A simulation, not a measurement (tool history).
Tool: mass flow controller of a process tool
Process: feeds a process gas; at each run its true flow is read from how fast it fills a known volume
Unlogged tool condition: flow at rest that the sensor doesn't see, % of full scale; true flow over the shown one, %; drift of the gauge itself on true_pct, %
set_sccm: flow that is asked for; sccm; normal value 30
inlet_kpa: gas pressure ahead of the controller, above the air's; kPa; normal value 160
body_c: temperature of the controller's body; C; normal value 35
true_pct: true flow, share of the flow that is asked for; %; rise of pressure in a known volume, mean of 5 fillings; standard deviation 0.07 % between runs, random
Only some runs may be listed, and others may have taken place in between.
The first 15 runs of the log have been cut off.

run	hour	set_sccm	inlet_kpa	body_c	hours of work since the controller was set to zero	hours of work since the controller was changed	true_pct
16	3146.9	30	160	35	2829	2829	95.93
17	3328.9	30	160	35	2955	2955	95.87
18	3585.9	30	160	34	3133	3133	95.98
19	3796.4	30	160	34	3278	3278	95.87
20	3956.7	7	160	24	3389	3389	92.90
21	4099.3	30	163	32	3488	3488	95.80
22	4282.5	30	163	25	3614	3614	96.44
23	4480.1	30	163	25	3751	3751	96.23
24	4701.8	7	163	39	3904	3904	91.03
25	4920.5	7	143	36	4055	4055	90.86
26	5086.7	28	280	36	4170	4170	95.84
27	5209.4	28	280	36	4255	4255	95.81
28	5420.0	43	160	32	4400	4400	96.47
29	5582.1	43	160	32	4512	4512	96.44
# hour 5819.8: controller's zero set anew
30	5846.0	23	147	24	18	4694	96.21
31	6115.3	23	264	33	204	4881	96.09
32	6340.3	39	154	24	360	5036	97.01
33	6473.8	15	162	29	452	5128	94.86
34	6724.8	30	267	26	625	5302	96.95
35	6976.4	37	191	35	799	5476	96.14
36	7106.4	15	152	26	889	5566	94.84

Alternative continuations, all from the tool just after run 36; predict every row:
A	7264.7	44	205	35	999	5675	?
B	7264.7	46	153	39	999	5675	?
C	7264.7	14	152	32	999	5675	?
D	7264.7	25	152	31	999	5675	?
E	7264.7	15	167	34	999	5675	?

run	true_pct
A	96.58
B	96.00
C	94.09
D	95.21
E	94.04
With the hidden condition removed and each run's random variation left untouched, the same runs would have given:
run	true_pct
A	98.84
B	98.26
C	96.72
D	97.61
E	96.64
